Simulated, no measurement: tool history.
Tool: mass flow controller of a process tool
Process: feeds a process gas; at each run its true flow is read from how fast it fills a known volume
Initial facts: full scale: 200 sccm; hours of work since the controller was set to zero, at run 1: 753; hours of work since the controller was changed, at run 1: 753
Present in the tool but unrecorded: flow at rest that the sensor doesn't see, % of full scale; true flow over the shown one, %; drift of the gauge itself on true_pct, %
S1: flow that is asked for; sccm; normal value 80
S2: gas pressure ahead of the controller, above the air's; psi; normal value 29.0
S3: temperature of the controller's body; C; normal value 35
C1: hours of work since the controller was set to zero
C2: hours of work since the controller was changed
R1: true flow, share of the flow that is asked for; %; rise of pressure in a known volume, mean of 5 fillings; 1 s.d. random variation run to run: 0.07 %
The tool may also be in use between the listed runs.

run 1 day=0.000 | S1=80 S2=29.0 S3=35 | C1=753 C2=753 | R1=98.51
run 2 day=3.729 | S1=80 S2=29.0 S3=35 | C1=798 C2=798 | R1=98.62
run 3 day=7.767 | S1=80 S2=29.0 S3=35 | C1=846 C2=846 | R1=98.52
run 4 day=9.754 | S1=80 S2=29.0 S3=35 | C1=870 C2=870 | R1=98.44
run 5 day=13.846 | S1=80 S2=29.0 S3=35 | C1=920 C2=920 | R1=98.46
run 6 day=16.458 | S1=80 S2=29.0 S3=35 | C1=951 C2=951 | R1=98.42
run 7 day=20.992 | S1=118 S2=29.0 S3=35 | C1=1006 C2=1006 | R1=98.65
run 8 day=23.075 | S1=80 S2=26.5 S3=35 | C1=1031 C2=1031 | R1=98.36
run 9 day=27.088 | S1=80 S2=29.0 S3=35 | C1=1079 C2=1079 | R1=98.37
run 10 day=29.325 | S1=80 S2=29.0 S3=35 | C1=1106 C2=1106 | R1=98.31
run 11 day=31.850 | S1=80 S2=29.0 S3=35 | C1=1136 C2=1136 | R1=98.40
run 12 day=33.796 | S1=151 S2=29.0 S3=35 | C1=1160 C2=1160 | R1=98.84
run 13 day=36.725 | S1=151 S2=29.0 S3=35 | C1=1195 C2=1195 | R1=98.85
run 14 day=40.092 | S1=151 S2=29.0 S3=35 | C1=1236 C2=1236 | R1=98.90
run 15 day=42.888 | S1=151 S2=29.0 S3=35 | C1=1269 C2=1269 | R1=98.88
run 16 day=46.625 | S1=80 S2=29.0 S3=35 | C1=1315 C2=1315 | R1=98.15
run 17 day=49.529 | S1=80 S2=29.0 S3=35 | C1=1350 C2=1350 | R1=98.16
run 18 day=52.125 | S1=96 S2=29.0 S3=35 | C1=1381 C2=1381 | R1=98.30
run 19 day=56.479 | S1=80 S2=29.0 S3=35 | C1=1433 C2=1433 | R1=98.21
run 20 day=60.917 | S1=80 S2=29.0 S3=35 | C1=1487 C2=1487 | R1=98.18
run 21 day=65.033 | S1=80 S2=29.0 S3=35 | C1=1536 C2=1536 | R1=98.12
run 22 day=68.700 | S1=80 S2=29.0 S3=35 | C1=1581 C2=1581 | R1=98.05
run 23 day=73.012 | S1=80 S2=29.0 S3=35 | C1=1632 C2=1632 | R1=98.08
run 24 day=76.325 | S1=22 S2=29.0 S3=35 | C1=1672 C2=1672 | R1=96.04
run 25 day=78.142 | S1=29 S2=28.1 S3=32 | C1=1694 C2=1694 | R1=96.74
run 26 day=80.633 | S1=20 S2=29.0 S3=24 | C1=1724 C2=1724 | R1=96.16
run 27 day=84.638 | S1=97 S2=23.1 S3=39 | C1=1773 C2=1773 | R1=97.77
run 28 day=88.321 | S1=126 S2=22.0 S3=35 | C1=1817 C2=1817 | R1=98.07
run 29 day=92.154 | S1=82 S2=39.6 S3=31 | C1=1863 C2=1863 | R1=98.62
run 30 day=95.792 | S1=86 S2=34.8 S3=35 | C1=1907 C2=1907 | R1=98.25
run 31 day=98.329 | S1=80 S2=27.7 S3=22 | C1=1938 C2=1938 | R1=98.45
run 32 day=102.683 | S1=59 S2=34.8 S3=35 | C1=1990 C2=1990 | R1=97.81
run 33 day=106.517 | S1=59 S2=34.8 S3=35 | C1=2036 C2=2036 | R1=97.69
run 34 day=109.012 | S1=59 S2=34.8 S3=24 | C1=2066 C2=2066 | R1=98.21
run 35 day=113.367 | S1=23 S2=29.0 S3=26 | C1=2119 C2=2119 | R1=95.97
run 36 day=116.021 | S1=80 S2=35.2 S3=35 | C1=2151 C2=2151 | R1=97.99
run 37 day=119.125 | S1=138 S2=29.0 S3=35 | C1=2188 C2=2188 | R1=98.32
run 38 day=122.579 | S1=20 S2=22.6 S3=27 | C1=2230 C2=2230 | R1=94.89
run 39 day=124.467 | S1=30 S2=29.0 S3=34 | C1=2253 C2=2253 | R1=95.84
run 40 day=126.550 | S1=30 S2=37.3 S3=38 | C1=2278 C2=2278 | R1=96.18
run 41 day=128.629 | S1=30 S2=40.5 S3=38 | C1=2303 C2=2303 | R1=96.12
run 42 day=130.633 | S1=30 S2=40.5 S3=38 | C1=2327 C2=2327 | R1=96.24
run 43 day=133.488 | S1=164 S2=21.5 S3=25 | C1=2361 C2=2361 | R1=98.56
run 44 day=136.400 | S1=56 S2=24.5 S3=32 | C1=2396 C2=2396 | R1=96.98
run 45 day=139.833 | S1=74 S2=29.0 S3=35 | C1=2438 C2=2438 | R1=97.50
run 46 day=142.750 | S1=51 S2=29.0 S3=35 | C1=2473 C2=2473 | R1=96.77
run 47 day=145.867 | S1=38 S2=29.4 S3=35 | C1=2510 C2=2510 | R1=96.14
run 48 day=150.204 | S1=38 S2=29.4 S3=35 | C1=2563 C2=2563 | R1=96.07

Each row is a separate what-if for the run after 48, all from the same tool condition, not one after another. Results?
run A day=153.529 | S1=199 S2=29.9 S3=23 | C1=2603 C2=2603 | R1=?
run B day=153.529 | S1=80 S2=23.2 S3=35 | C1=2603 C2=2603 | R1=?
run C day=153.529 | S1=51 S2=29.0 S3=33 | C1=2603 C2=2603 | R1=?

run=A R1=99.32
run=B R1=97.19
run=C R1=96.83
Take away the tool's hidden state, keep each run's random variation, and the runs would have read:
run=A R1=100.23
run=B R1=98.73
run=C R1=98.98
